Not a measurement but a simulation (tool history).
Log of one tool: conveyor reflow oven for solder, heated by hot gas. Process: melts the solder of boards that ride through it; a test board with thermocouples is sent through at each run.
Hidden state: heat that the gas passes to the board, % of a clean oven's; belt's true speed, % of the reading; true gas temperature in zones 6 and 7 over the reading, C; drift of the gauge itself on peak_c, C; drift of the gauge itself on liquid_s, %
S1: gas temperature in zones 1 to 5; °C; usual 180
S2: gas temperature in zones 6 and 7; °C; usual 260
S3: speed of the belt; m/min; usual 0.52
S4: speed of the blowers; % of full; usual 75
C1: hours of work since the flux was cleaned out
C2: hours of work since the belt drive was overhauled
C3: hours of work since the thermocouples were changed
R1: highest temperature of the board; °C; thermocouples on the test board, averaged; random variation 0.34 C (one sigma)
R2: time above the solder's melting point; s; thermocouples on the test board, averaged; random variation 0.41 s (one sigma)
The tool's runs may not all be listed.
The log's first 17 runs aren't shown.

run   hour   S1   S2     S3  S4   C1   C2   C3     R1    R2
 18  313.7  177  260  0.501  75  368  754  573    245  49.5
 19  337.1  180  273   0.52  77  382  767  587  255.4  55.4
 20  361.4  180  273   0.52  77  396  781  601  255.5    55
 21  385.1  192  274   0.52  75  410  795  615  257.7  61.2
 22    406  192  274   0.52  75  422  807  627  257.6  62.6
 23  424.1  174  256   0.55  75  433  818  638  236.9  35.5
     435.5  -- flux residue cleaned out of gas plates and filters
 24  439.3  174  256   0.55  75    2  824  644  240.6  40.5
 25  459.2  174  256  0.545  60   14  836  655  236.2  34.3
 26  480.5  167  256  0.618  60   26  848  668  228.8  19.4
 27  494.4  188  254   0.52  84   34  856  676  244.4  53.8
 28  507.1  181  260   0.49  75   42  863  683  248.6  55.6
 29  525.8  181  260   0.49  75   53  874  694    249  56.1
 30  540.9  189  260  0.544  75   62  883  703  246.7  51.6
 31  558.8  189  260  0.544  75   72  894  714  247.2    52
 32  577.5  189  260  0.516  75   83  905  725  248.9  55.6

Forecast each of these 3 alternatives for the next run:
  A  597.3  189  265  0.614  75  94  916  736   ?   ?
  B  597.3  189  249  0.529  59  94  916  736   ?   ?
  C  597.3  182  260    0.5  52  94  916  736   ?   ?

run     R1    R2
  A  247.7    45
  B  234.5  40.5
  C  240.8    45
Without the tool's hidden state the same runs would have given:
run     R1    R2
  A  246.3  43.5
  B  232.8    38
  C    239  42.6
